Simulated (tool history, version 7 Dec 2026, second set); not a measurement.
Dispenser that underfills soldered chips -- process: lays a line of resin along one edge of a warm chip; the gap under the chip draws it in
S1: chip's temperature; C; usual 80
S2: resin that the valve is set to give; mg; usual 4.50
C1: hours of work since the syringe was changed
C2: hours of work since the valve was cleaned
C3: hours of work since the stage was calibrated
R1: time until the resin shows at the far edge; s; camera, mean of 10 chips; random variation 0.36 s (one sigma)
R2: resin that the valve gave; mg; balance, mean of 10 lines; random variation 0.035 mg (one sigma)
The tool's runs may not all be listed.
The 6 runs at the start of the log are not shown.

run,hour,S1,S2,C1,C2,C3,R1,R2
7,46.9,80,5.89,9,53,135,39.8,5.61
# hour 50.5: new syringe of resin
8,54.5,73,4.50,3,58,140,32.0,4.32
9,64.0,73,4.50,9,65,147,53.0,4.28
# hour 67.2: new syringe of resin
10,74.3,89,4.50,5,72,153,23.3,4.23
# hour 79.9: dispensing valve cleaned and set on the balance
# hour 85.3: new syringe of resin
11,87.8,89,4.50,2,5,161,17.7,4.47
12,94.9,89,4.50,7,10,166,25.9,4.42
# hour 102.3: new syringe of resin
13,106.8,73,4.50,3,18,174,32.0,4.44
14,114.4,73,4.50,8,23,179,49.1,4.42
# hour 118.9: new syringe of resin
15,122.4,73,4.50,2,28,184,30.7,4.39
16,130.5,73,4.50,8,34,190,48.6,4.40
# hour 135.8: new syringe of resin
17,141.5,73,4.50,4,41,197,35.5,4.32
# hour 152.3: new syringe of resin
18,152.3,80,4.50,0,48,204,21.0,4.30
19,158.2,67,5.15,4,52,208,42.7,4.86
20,167.1,67,4.44,10,58,214,71.0,4.17
# hour 169.2: new syringe of resin
21,176.3,80,4.80,5,64,220,31.0,4.51
22,182.6,72,3.84,9,68,224,58.3,3.54
# hour 186.4: new syringe of resin
23,190.5,87,5.75,3,73,230,20.2,5.30
# hour 193.1: dispensing valve cleaned and set on the balance
24,202.8,68,4.47,10,7,237,69.9,4.46
# hour 203.9: new syringe of resin
25,215.2,68,4.47,8,15,245,57.7,4.42

Run 26 comes next. What will it give?
# hour 220.8: new syringe of resin
26,227.1,74,5.32,4,23,253,?,?

Run 26 gave R1 34.5 s, R2 5.17 mg.
Were there no unlogged condition in the tool, this run, its random variation unchanged, would have produced R1 23.3 s, R2 5.29 mg.
